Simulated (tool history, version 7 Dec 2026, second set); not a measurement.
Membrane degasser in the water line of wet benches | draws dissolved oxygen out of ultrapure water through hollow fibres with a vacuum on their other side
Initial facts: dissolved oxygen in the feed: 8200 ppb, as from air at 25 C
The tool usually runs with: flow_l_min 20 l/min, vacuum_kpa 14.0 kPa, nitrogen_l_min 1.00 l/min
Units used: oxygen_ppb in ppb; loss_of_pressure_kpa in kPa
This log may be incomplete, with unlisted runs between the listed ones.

run    hour  flow_l_min  vacuum_kpa  nitrogen_l_min  oxygen_ppb  loss_of_pressure_kpa
  1     0.0          20        14.0            1.00       507.0                 43.54
  2    52.1          20        14.0            1.00       502.6                 43.04
  3   105.8          20        14.0            1.00       500.6                 43.24
  4   146.6          20        14.0            1.00       503.2                 43.34
  5   187.9          20        14.0            1.00       508.0                 42.87
  6   218.7          20        29.4            1.00      1065.9                 43.38
  7   250.3          20        14.0            0.40       974.4                 43.46
  8   282.4          20        14.0            0.40       981.8                 43.45
  9   322.6          20        14.0            0.40       997.5                 43.41
 10   371.0          20        14.0            0.60       736.3                 43.23
 11   402.3          20        14.0            0.60       737.6                 43.39
 12   450.0          20        14.0            0.60       736.6                 43.57
 13   497.3          20        16.8            0.60       909.3                 43.16
 14   541.0          20        16.8            0.60       908.6                 42.95
 15   566.8          20        14.0            1.00       500.1                 43.49
 16   617.8          20        14.0            1.00       506.8                 43.61
 17   648.5          20        14.0            1.00       509.3                 43.30
 18   673.2          18        14.0            1.00       457.0                 38.92
 19   705.9          25        10.0            0.54       644.4                 54.54
 20   757.3          12        28.4            0.64       989.2                 26.33
 21   809.4          20        28.4            1.42       789.0                 43.30
 22   851.9          26        16.2            1.11       686.9                 56.62
 23   877.4          21        12.1            1.00       451.0                 45.65
 24   919.0          21        12.1            1.00       448.5                 45.70
 25   963.4          21        12.1            1.00       450.5                 45.51
 26  1004.0          20        11.0            1.00       384.4                 43.42
 27  1043.6          17        32.8            1.00      1055.0                 37.08
 28  1086.7          29        11.7            0.69       733.3                 62.55
 29  1126.5          29        11.7            0.69       737.2                 63.16
 30  1160.2          16        26.4            0.56      1267.1                 34.89
 31  1209.9          27        27.8            0.41      2321.1                 58.81
 32  1239.3          14        13.1            1.58       234.5                 30.55
 33  1263.7          14        30.9            2.26       427.4                 30.59

Predict each of these 3 candidate next runs independently; none follows another, all start after run 33:
  A  1299.1          20         9.1            1.00           ?                     ?
  B  1299.1          28        25.9            1.38           ?                     ?
  C  1299.1          23        30.9            2.26           ?                     ?

run  oxygen_ppb  loss_of_pressure_kpa
  A       304.8                 43.53
  B       994.9                 60.44
  C       675.6                 50.42
Take away the tool's hidden state, keep each run's random variation, and the runs would have read:
run  oxygen_ppb  loss_of_pressure_kpa
  A       289.7                 43.15
  B       975.7                 59.91
  C       659.6                 49.98

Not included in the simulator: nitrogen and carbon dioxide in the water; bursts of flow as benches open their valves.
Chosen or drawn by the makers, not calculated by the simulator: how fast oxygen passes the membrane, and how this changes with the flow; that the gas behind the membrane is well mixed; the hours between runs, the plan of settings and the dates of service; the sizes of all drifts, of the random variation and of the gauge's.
